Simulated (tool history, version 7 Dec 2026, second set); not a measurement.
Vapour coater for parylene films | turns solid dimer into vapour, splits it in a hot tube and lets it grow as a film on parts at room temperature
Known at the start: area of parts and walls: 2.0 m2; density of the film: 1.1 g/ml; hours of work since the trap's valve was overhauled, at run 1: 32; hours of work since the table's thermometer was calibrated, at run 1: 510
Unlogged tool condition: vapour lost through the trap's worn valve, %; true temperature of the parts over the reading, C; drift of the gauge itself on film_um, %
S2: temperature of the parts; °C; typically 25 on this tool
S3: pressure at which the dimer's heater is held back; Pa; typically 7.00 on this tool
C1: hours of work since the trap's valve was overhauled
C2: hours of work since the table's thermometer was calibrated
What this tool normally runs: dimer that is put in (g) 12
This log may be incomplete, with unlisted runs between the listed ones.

{"run": 1, "hour": 0.0, "dimer that is put in (g)": 12, "S2": 25, "S3": 7.0, "C1": 32, "C2": 510, "thickness of the film (µm)": 2.8}
{"run": 2, "hour": 51.4, "dimer that is put in (g)": 12, "S2": 25, "S3": 7.0, "C1": 77, "C2": 555, "thickness of the film (µm)": 2.77}
{"run": 3, "hour": 81.0, "dimer that is put in (g)": 9, "S2": 25, "S3": 7.0, "C1": 102, "C2": 581, "thickness of the film (µm)": 2.01}
{"run": 4, "hour": 134.7, "dimer that is put in (g)": 9, "S2": 25, "S3": 7.0, "C1": 149, "C2": 628, "thickness of the film (µm)": 2.02}
{"run": 5, "hour": 188.9, "dimer that is put in (g)": 12, "S2": 25, "S3": 4.19, "C1": 196, "C2": 675, "thickness of the film (µm)": 2.74}
{"run": 6, "hour": 248.6, "dimer that is put in (g)": 12, "S2": 25, "S3": 4.19, "C1": 248, "C2": 727, "thickness of the film (µm)": 2.7}
{"hour": 300.7, "done": "trap's valve overhauled"}
{"run": 7, "hour": 300.7, "dimer that is put in (g)": 12, "S2": 25, "S3": 5.62, "C1": 0, "C2": 769, "thickness of the film (µm)": 3.0}
{"run": 8, "hour": 348.9, "dimer that is put in (g)": 12, "S2": 25, "S3": 5.62, "C1": 42, "C2": 811, "thickness of the film (µm)": 2.89}
{"run": 9, "hour": 408.8, "dimer that is put in (g)": 12, "S2": 25, "S3": 5.62, "C1": 94, "C2": 863, "thickness of the film (µm)": 2.81}
{"run": 10, "hour": 446.9, "dimer that is put in (g)": 12, "S2": 25, "S3": 5.62, "C1": 127, "C2": 896, "thickness of the film (µm)": 2.78}
{"run": 11, "hour": 501.0, "dimer that is put in (g)": 12, "S2": 25, "S3": 7.0, "C1": 174, "C2": 943, "thickness of the film (µm)": 2.69}
{"run": 12, "hour": 555.4, "dimer that is put in (g)": 7, "S2": 25, "S3": 7.0, "C1": 222, "C2": 991, "thickness of the film (µm)": 1.55}
{"run": 13, "hour": 597.1, "dimer that is put in (g)": 12, "S2": 25, "S3": 7.0, "C1": 258, "C2": 1027, "thickness of the film (µm)": 2.54}
{"hour": 640.9, "done": "trap's valve overhauled"}
{"run": 14, "hour": 643.5, "dimer that is put in (g)": 12, "S2": 25, "S3": 7.0, "C1": 2, "C2": 1064, "thickness of the film (µm)": 2.89}
{"run": 15, "hour": 694.3, "dimer that is put in (g)": 22, "S2": 25, "S3": 7.0, "C1": 47, "C2": 1108, "thickness of the film (µm)": 5.24}
{"run": 16, "hour": 737.5, "dimer that is put in (g)": 22, "S2": 25, "S3": 7.0, "C1": 84, "C2": 1146, "thickness of the film (µm)": 5.14}
{"run": 17, "hour": 796.8, "dimer that is put in (g)": 22, "S2": 25, "S3": 7.0, "C1": 136, "C2": 1197, "thickness of the film (µm)": 5.06}
{"run": 18, "hour": 857.3, "dimer that is put in (g)": 22, "S2": 25, "S3": 7.0, "C1": 188, "C2": 1250, "thickness of the film (µm)": 4.9}
{"run": 19, "hour": 891.6, "dimer that is put in (g)": 22, "S2": 25, "S3": 4.92, "C1": 218, "C2": 1280, "thickness of the film (µm)": 4.97}
{"run": 20, "hour": 954.3, "dimer that is put in (g)": 12, "S2": 28, "S3": 7.0, "C1": 273, "C2": 1334, "thickness of the film (µm)": 2.34}
{"hour": 978.7, "done": "trap's valve overhauled"}
{"run": 21, "hour": 1021.7, "dimer that is put in (g)": 12, "S2": 28, "S3": 7.0, "C1": 37, "C2": 1390, "thickness of the film (µm)": 2.64}
{"run": 22, "hour": 1063.1, "dimer that is put in (g)": 12, "S2": 28, "S3": 7.0, "C1": 73, "C2": 1426, "thickness of the film (µm)": 2.57}
{"run": 23, "hour": 1118.7, "dimer that is put in (g)": 12, "S2": 28, "S3": 7.0, "C1": 122, "C2": 1474, "thickness of the film (µm)": 2.53}
{"hour": 1148.6, "done": "table's thermometer calibrated"}
{"run": 24, "hour": 1149.1, "dimer that is put in (g)": 6, "S2": 25, "S3": 2.71, "C1": 147, "C2": 0, "thickness of the film (µm)": 1.46}
{"run": 25, "hour": 1211.2, "dimer that is put in (g)": 12, "S2": 25, "S3": 8.92, "C1": 202, "C2": 54, "thickness of the film (µm)": 2.51}
{"run": 26, "hour": 1262.8, "dimer that is put in (g)": 9, "S2": 29, "S3": 2.91, "C1": 246, "C2": 99, "thickness of the film (µm)": 1.86}
{"run": 27, "hour": 1295.9, "dimer that is put in (g)": 12, "S2": 19, "S3": 2.92, "C1": 275, "C2": 128, "thickness of the film (µm)": 3.32}
{"hour": 1315.2, "done": "trap's valve overhauled"}
{"run": 28, "hour": 1361.6, "dimer that is put in (g)": 12, "S2": 19, "S3": 2.92, "C1": 40, "C2": 182, "thickness of the film (µm)": 3.66}
{"run": 29, "hour": 1394.3, "dimer that is put in (g)": 12, "S2": 19, "S3": 2.92, "C1": 69, "C2": 210, "thickness of the film (µm)": 3.61}
{"run": 30, "hour": 1449.8, "dimer that is put in (g)": 12, "S2": 19, "S3": 2.92, "C1": 117, "C2": 259, "thickness of the film (µm)": 3.51}
{"run": 31, "hour": 1498.5, "dimer that is put in (g)": 12, "S2": 19, "S3": 2.92, "C1": 160, "C2": 301, "thickness of the film (µm)": 3.48}
{"run": 32, "hour": 1554.1, "dimer that is put in (g)": 11, "S2": 29, "S3": 8.97, "C1": 208, "C2": 350, "thickness of the film (µm)": 2.09}
{"run": 33, "hour": 1580.0, "dimer that is put in (g)": 8, "S2": 25, "S3": 7.0, "C1": 231, "C2": 372, "thickness of the film (µm)": 1.75}
{"run": 34, "hour": 1624.0, "dimer that is put in (g)": 17, "S2": 28, "S3": 4.84, "C1": 269, "C2": 410, "thickness of the film (µm)": 3.42}
{"hour": 1653.2, "done": "trap's valve overhauled"}
{"run": 35, "hour": 1669.6, "dimer that is put in (g)": 6, "S2": 36, "S3": 7.88, "C1": 14, "C2": 447, "thickness of the film (µm)": 1.03}
{"run": 36, "hour": 1707.5, "dimer that is put in (g)": 12, "S2": 21, "S3": 7.0, "C1": 47, "C2": 480, "thickness of the film (µm)": 3.17}
{"run": 37, "hour": 1766.9, "dimer that is put in (g)": 12, "S2": 21, "S3": 7.0, "C1": 99, "C2": 531, "thickness of the film (µm)": 3.1}
{"run": 38, "hour": 1827.1, "dimer that is put in (g)": 6, "S2": 20, "S3": 7.0, "C1": 151, "C2": 584, "thickness of the film (µm)": 1.55}
{"run": 39, "hour": 1859.0, "dimer that is put in (g)": 6, "S2": 20, "S3": 7.0, "C1": 179, "C2": 611, "thickness of the film (µm)": 1.56}
{"run": 40, "hour": 1896.8, "dimer that is put in (g)": 12, "S2": 27, "S3": 2.7, "C1": 212, "C2": 644, "thickness of the film (µm)": 2.71}
{"run": 41, "hour": 1934.4, "dimer that is put in (g)": 12, "S2": 34, "S3": 4.95, "C1": 245, "C2": 677, "thickness of the film (µm)": 2.03}
{"run": 42, "hour": 1979.5, "dimer that is put in (g)": 12, "S2": 19, "S3": 4.95, "C1": 284, "C2": 716, "thickness of the film (µm)": 3.11}
{"hour": 1989.1, "done": "trap's valve overhauled"}
{"run": 43, "hour": 2014.9, "dimer that is put in (g)": 8, "S2": 36, "S3": 4.64, "C1": 22, "C2": 744, "thickness of the film (µm)": 1.41}
{"run": 44, "hour": 2057.5, "dimer that is put in (g)": 8, "S2": 36, "S3": 4.64, "C1": 60, "C2": 781, "thickness of the film (µm)": 1.43}
{"run": 45, "hour": 2086.5, "dimer that is put in (g)": 8, "S2": 22, "S3": 4.64, "C1": 85, "C2": 806, "thickness of the film (µm)": 2.1}
{"run": 46, "hour": 2114.7, "dimer that is put in (g)": 8, "S2": 22, "S3": 5.6, "C1": 109, "C2": 831, "thickness of the film (µm)": 2.04}

4 ways to go on from here, each from the tool as it stands after run 46. What would each give?
{"run": "A", "hour": 2178.3, "dimer that is put in (g)": 19, "S2": 24, "S3": 4.82, "C1": 165, "C2": 886, "thickness of the film (µm)": "?"}
{"run": "B", "hour": 2178.3, "dimer that is put in (g)": 10, "S2": 18, "S3": 2.01, "C1": 165, "C2": 886, "thickness of the film (µm)": "?"}
{"run": "C", "hour": 2178.3, "dimer that is put in (g)": 9, "S2": 30, "S3": 7.74, "C1": 165, "C2": 886, "thickness of the film (µm)": "?"}
{"run": "D", "hour": 2178.3, "dimer that is put in (g)": 8, "S2": 17, "S3": 2.23, "C1": 165, "C2": 886, "thickness of the film (µm)": "?"}

run=A thickness_of_the_film_(µm)=4.53
run=B thickness_of_the_film_(µm)=3.13
run=C thickness_of_the_film_(µm)=1.71
run=D thickness_of_the_film_(µm)=2.53
What these runs would have given with no unlogged condition in the tool:
run=A thickness_of_the_film_(µm)=4.84
run=B thickness_of_the_film_(µm)=3.34
run=C thickness_of_the_film_(µm)=1.83
run=D thickness_of_the_film_(µm)=2.70
